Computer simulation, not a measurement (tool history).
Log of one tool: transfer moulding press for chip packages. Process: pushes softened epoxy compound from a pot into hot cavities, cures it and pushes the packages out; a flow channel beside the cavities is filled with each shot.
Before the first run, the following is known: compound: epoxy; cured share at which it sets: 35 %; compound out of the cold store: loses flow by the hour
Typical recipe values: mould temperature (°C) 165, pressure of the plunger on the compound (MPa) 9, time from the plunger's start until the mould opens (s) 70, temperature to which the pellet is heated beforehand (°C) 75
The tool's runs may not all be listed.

| run | hour | mould temperature (°C) | pressure of the plunger on the compound (MPa) | time from the plunger's start until the mould opens (s) | temperature to which the pellet is heated beforehand (°C) | incoming compound's hours out of the cold store | length that the compound runs in the flow channel (mm) | greatest force on the pins that push the packages out (N) |
|---|---|---|---|---|---|---|---|---|
| 1 | 0 | 165 | 9 | 70 | 75 | 23.9 | 536 | 496 |
|  | 3.1 | cavities cleaned with cleaning compound and waxed |
| 2 | 16.7 | 165 | 9 | 70 | 75 | 30.2 | 524 | 478 |
| 3 | 27.4 | 165 | 9 | 70 | 75 | 8.7 | 575 | 494 |
| 4 | 41.2 | 165 | 9 | 70 | 75 | 30.8 | 521 | 489 |
| 5 | 58.5 | 165 | 9 | 70 | 75 | 32.2 | 524 | 506 |
| 6 | 74.2 | 165 | 9 | 70 | 75 | 27.8 | 533 | 498 |
|  | 90.1 | cavities cleaned with cleaning compound and waxed |
| 7 | 90.2 | 165 | 9 | 70 | 75 | 12.6 | 565 | 504 |
| 8 | 106 | 165 | 9 | 70 | 66 | 13.8 | 557 | 497 |
| 9 | 117.1 | 165 | 9 | 70 | 66 | 12.6 | 558 | 506 |
| 10 | 134.5 | 165 | 9 | 70 | 66 | 11.5 | 564 | 516 |
| 11 | 145.7 | 165 | 9 | 70 | 75 | 15.2 | 560 | 517 |
| 12 | 163.6 | 165 | 9 | 70 | 75 | 19 | 547 | 487 |
|  | 175.9 | cavities cleaned with cleaning compound and waxed |
| 13 | 177.9 | 165 | 9 | 70 | 73 | 10.2 | 567 | 518 |
| 14 | 194.7 | 171 | 10.39 | 72 | 70 | 26 | 567 | 418 |
| 15 | 211.2 | 165 | 6.97 | 70 | 75 | 13.7 | 493 | 507 |
| 16 | 226.1 | 165 | 9 | 68 | 77 | 29.5 | 522 | 514 |
| 17 | 238.4 | 165 | 9 | 68 | 77 | 33.1 | 518 | 531 |
| 18 | 252.9 | 173 | 9 | 68 | 77 | 30.4 | 514 | 425 |
|  | 262 | cavities cleaned with cleaning compound and waxed |
| 19 | 264.2 | 172 | 9 | 62 | 75 | 14.4 | 548 | 443 |
| 20 | 276 | 172 | 9 | 62 | 75 | 39.8 | 498 | 440 |
| 21 | 284.6 | 165 | 7.07 | 70 | 75 | 10.5 | 497 | 509 |
| 22 | 303.5 | 165 | 7.07 | 70 | 75 | 41.4 | 443 | 478 |
| 23 | 317.2 | 165 | 9 | 70 | 70 | 40.4 | 504 | 508 |
| 24 | 333.2 | 165 | 9 | 70 | 70 | 33.2 | 516 | 518 |
| 25 | 343 | 165 | 9 | 70 | 70 | 22.7 | 536 | 509 |

Here are 3 independent what-if runs from the current tool condition. What would each one return?
|  | 349.4 | cavities cleaned with cleaning compound and waxed |
| A | 358.6 | 170 | 9 | 50 | 70 | 46.9 | ? | ? |
|  | 349.4 | cavities cleaned with cleaning compound and waxed |
| B | 358.6 | 165 | 9 | 64 | 75 | 42.4 | ? | ? |
|  | 349.4 | cavities cleaned with cleaning compound and waxed |
| C | 358.6 | 162 | 9 | 70 | 75 | 40 | ? | ? |

| run | length that the compound runs in the flow channel (mm) | greatest force on the pins that push the packages out (N) |
|---|---|---|
| A | 484 | 731 |
| B | 505 | 557 |
| C | 508 | 571 |
Stripped of hidden state, with their random variation kept, the same runs would have yielded:
| run | length that the compound runs in the flow channel (mm) | greatest force on the pins that push the packages out (N) |
|---|---|---|
| A | 484 | 728 |
| B | 505 | 555 |
| C | 508 | 569 |
